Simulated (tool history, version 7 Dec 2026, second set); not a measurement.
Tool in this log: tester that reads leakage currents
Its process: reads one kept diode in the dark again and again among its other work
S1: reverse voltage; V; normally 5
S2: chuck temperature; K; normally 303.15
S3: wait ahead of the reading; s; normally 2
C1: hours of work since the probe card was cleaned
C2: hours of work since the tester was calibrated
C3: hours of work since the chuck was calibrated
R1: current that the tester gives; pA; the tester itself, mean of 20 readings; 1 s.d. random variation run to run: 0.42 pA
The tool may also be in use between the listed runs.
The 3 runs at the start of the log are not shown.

Run 4, hour 319.4: usual settings but S3 6.83 s; C1 2716; C2 955; C3 421. Result: R1 145.98 pA.
Run 5, hour 465.6: usual settings; C1 2790; C2 1029; C3 494. Result: R1 146.64 pA.
Run 6, hour 573.6: usual settings but S2 304.15 K; C1 2844; C2 1083; C3 549. Result: R1 156.99 pA.
Run 7, hour 660.5: usual settings but S2 304.15 K; C1 2888; C2 1127; C3 592. Result: R1 157.96 pA.
Run 8, hour 749.7: usual settings but S2 304.15 K; C1 2933; C2 1172; C3 637. Result: R1 158.98 pA.
Run 9, hour 859.4: usual settings; C1 2988; C2 1227; C3 693. Result: R1 148.28 pA.
Run 10, hour 931.7: usual settings; C1 3025; C2 1263; C3 729. Result: R1 149.34 pA.
Run 11, hour 1034.1: usual settings but S2 331.15 K; C1 3076; C2 1315; C3 781. Result: R1 882.55 pA.
At hour 1085.3: chuck's temperature calibrated.
Run 12, hour 1165.6: usual settings; C1 3141; C2 1380; C3 40. Result: R1 143.21 pA.
Run 13, hour 1293.8: usual settings; C1 3206; C2 1445; C3 105. Result: R1 144.62 pA.
Run 14, hour 1457.7: usual settings but S1 2.81 V; C1 3289; C2 1527; C3 188. Result: R1 114.82 pA.
Run 15, hour 1601: usual settings but S1 2.81 V; C1 3361; C2 1600; C3 260. Result: R1 115.25 pA.
Run 16, hour 1740.8: usual settings but S1 2.81 V; C1 3431; C2 1670; C3 330. Result: R1 116.1 pA.
Run 17, hour 1837.2: usual settings but S1 2.81 V; C1 3480; C2 1719; C3 379. Result: R1 116.74 pA.
Run 18, hour 1986.5: usual settings; C1 3555; C2 1794; C3 454. Result: R1 148.14 pA.
Run 19, hour 2060.5: usual settings but S1 9.82 V; C1 3592; C2 1831; C3 491. Result: R1 195.3 pA.
Run 20, hour 2146.3: usual settings but S1 9.82 V; C1 3635; C2 1874; C3 534. Result: R1 195.88 pA.
Run 21, hour 2220.1: usual settings but S1 9.82 V, S2 301.15 K, S3 1.49 s; C1 3673; C2 1911; C3 572. Result: R1 172.75 pA.
Run 22, hour 2383.5: usual settings but S1 4.41 V, S2 313.15 K, S3 1.33 s; C1 3755; C2 1994; C3 654. Result: R1 277.83 pA.
At hour 2443.8: probe card cleaned and baked.
Run 23, hour 2514.6: usual settings but S1 4.41 V, S2 313.15 K, S3 1.33 s; C1 36; C2 2058; C3 718. Result: R1 273.46 pA.

What will run 24 give?
Run 24, hour 2627.2: usual settings but S1 4.41 V, S2 313.15 K, S3 1.33 s; C1 92; C2 2115; C3 775. Result: R1 ?.

{"run 24": {"R1": 275.54}}
The same run, on a tool lacking any hidden state, would have yielded R1 262.58 pA.
